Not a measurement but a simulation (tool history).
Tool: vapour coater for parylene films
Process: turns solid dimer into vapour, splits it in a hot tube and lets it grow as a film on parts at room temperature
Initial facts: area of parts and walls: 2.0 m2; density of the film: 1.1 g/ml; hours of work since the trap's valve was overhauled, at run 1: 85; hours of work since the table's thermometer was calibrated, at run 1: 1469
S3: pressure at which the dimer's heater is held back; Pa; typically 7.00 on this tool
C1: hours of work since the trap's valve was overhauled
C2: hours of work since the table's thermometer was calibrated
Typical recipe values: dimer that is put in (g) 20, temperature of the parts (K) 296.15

Run 1, hour 0.0: usual settings; C1 85; C2 1469. Result: thickness of the film (nm) 4470.
Run 2, hour 36.0: usual settings; C1 116; C2 1500. Result: thickness of the film (nm) 4470.
Run 3, hour 71.6: usual settings but S3 4.60 Pa; C1 146; C2 1530. Result: thickness of the film (nm) 4610.
Run 4, hour 107.1: usual settings but S3 4.60 Pa; C1 176; C2 1561. Result: thickness of the film (nm) 4650.
Run 5, hour 173.0: usual settings; C1 233; C2 1617. Result: thickness of the film (nm) 4390.
Run 6, hour 233.3: usual settings; C1 284; C2 1668. Result: thickness of the film (nm) 4320.
Run 7, hour 281.8: usual settings; C1 325; C2 1709. Result: thickness of the film (nm) 4350.
Run 8, hour 343.7: usual settings; C1 378; C2 1762. Result: thickness of the film (nm) 4310.
Run 9, hour 373.1: usual settings but S3 7.62 Pa; C1 403; C2 1787. Result: thickness of the film (nm) 4240.
Run 10, hour 412.8: usual settings but dimer that is put in (g) 30, S3 7.62 Pa; C1 437; C2 1821. Result: thickness of the film (nm) 6350.
At hour 434.0: trap's valve overhauled.
Run 11, hour 452.4: usual settings; C1 16; C2 1851. Result: thickness of the film (nm) 4640.
At hour 473.0: table's thermometer calibrated.
Run 12, hour 512.4: usual settings but temperature of the parts (K) 297.15; C1 66; C2 34. Result: thickness of the film (nm) 4490.
Run 13, hour 572.9: usual settings but temperature of the parts (K) 301.15; C1 118; C2 85. Result: thickness of the film (nm) 4030.
Run 14, hour 615.2: usual settings; C1 154; C2 121. Result: thickness of the film (nm) 4530.
Run 15, hour 664.8: usual settings; C1 196; C2 164. Result: thickness of the film (nm) 4510.
Run 16, hour 692.7: usual settings but S3 10.28 Pa; C1 220; C2 187. Result: thickness of the film (nm) 4330.
Run 17, hour 744.7: usual settings but S3 4.96 Pa; C1 264; C2 232. Result: thickness of the film (nm) 4590.
Run 18, hour 811.6: usual settings but dimer that is put in (g) 10, S3 4.37 Pa; C1 321; C2 289. Result: thickness of the film (nm) 2270.
At hour 850.4: table's thermometer calibrated, once more.
Run 19, hour 853.6: usual settings but dimer that is put in (g) 10, S3 3.96 Pa; C1 356; C2 3. Result: thickness of the film (nm) 2220.
Run 20, hour 886.6: usual settings but dimer that is put in (g) 10, S3 3.96 Pa; C1 384; C2 31. Result: thickness of the film (nm) 2220.
Run 21, hour 915.4: usual settings but dimer that is put in (g) 10, S3 3.96 Pa; C1 409; C2 55. Result: thickness of the film (nm) 2190.
At hour 968.0: trap's valve overhauled.
Run 22, hour 978.8: usual settings but dimer that is put in (g) 9, S3 3.96 Pa; C1 9; C2 106. Result: thickness of the film (nm) 2090.
Run 23, hour 1044.1: usual settings but dimer that is put in (g) 9, S3 3.96 Pa; C1 65; C2 162. Result: thickness of the film (nm) 2120.
Run 24, hour 1076.6: usual settings but dimer that is put in (g) 9, S3 3.94 Pa; C1 93; C2 189. Result: thickness of the film (nm) 2100.
Run 25, hour 1103.6: usual settings but dimer that is put in (g) 8, temperature of the parts (K) 289.15; C1 116; C2 212. Result: thickness of the film (nm) 2110.
Run 26, hour 1144.8: usual settings but temperature of the parts (K) 289.15, S3 11.40 Pa; C1 151; C2 247. Result: thickness of the film (nm) 5010.
Run 27, hour 1207.2: usual settings but temperature of the parts (K) 298.15; C1 204; C2 301. Result: thickness of the film (nm) 4060.
Run 28, hour 1260.3: usual settings but temperature of the parts (K) 293.15, S3 6.29 Pa; C1 249; C2 346. Result: thickness of the film (nm) 4710.
Run 29, hour 1305.1: usual settings but dimer that is put in (g) 35, temperature of the parts (K) 301.15; C1 287; C2 384. Result: thickness of the film (nm) 6550.
Run 30, hour 1364.1: usual settings but dimer that is put in (g) 13, temperature of the parts (K) 299.15, S3 5.73 Pa; C1 338; C2 434. Result: thickness of the film (nm) 2590.
Run 31, hour 1418.1: usual settings but dimer that is put in (g) 21, temperature of the parts (K) 306.15; C1 384; C2 480. Result: thickness of the film (nm) 3360.
Run 32, hour 1446.2: usual settings but dimer that is put in (g) 9, temperature of the parts (K) 307.15; C1 408; C2 504. Result: thickness of the film (nm) 1410.

5 ways to go on from here, each from the tool as it stands after run 32. What would each give?
Run A, hour 1483.3: usual settings but dimer that is put in (g) 14, temperature of the parts (K) 307.15; C1 439; C2 536. Result: thickness of the film (nm) ?.
Run B, hour 1483.3: usual settings but dimer that is put in (g) 22, temperature of the parts (K) 300.15, S3 3.72 Pa; C1 439; C2 536. Result: thickness of the film (nm) ?.
Run C, hour 1483.3: usual settings but dimer that is put in (g) 9, temperature of the parts (K) 289.15; C1 439; C2 536. Result: thickness of the film (nm) ?.
Run D, hour 1483.3: usual settings but dimer that is put in (g) 8, temperature of the parts (K) 289.15, S3 3.94 Pa; C1 439; C2 536. Result: thickness of the film (nm) ?.
Run E, hour 1483.3: usual settings but dimer that is put in (g) 9, temperature of the parts (K) 290.15; C1 439; C2 536. Result: thickness of the film (nm) ?.

run  thickness of the film (nm)
  A                        2170
  B                        4350
  C                        2250
  D                        2070
  E                        2180
Take away the tool's hidden state, keep each run's random variation, and the runs would have read:
run  thickness of the film (nm)
  A                        2330
  B                        4670
  C                        2420
  D                        2230
  E                        2340
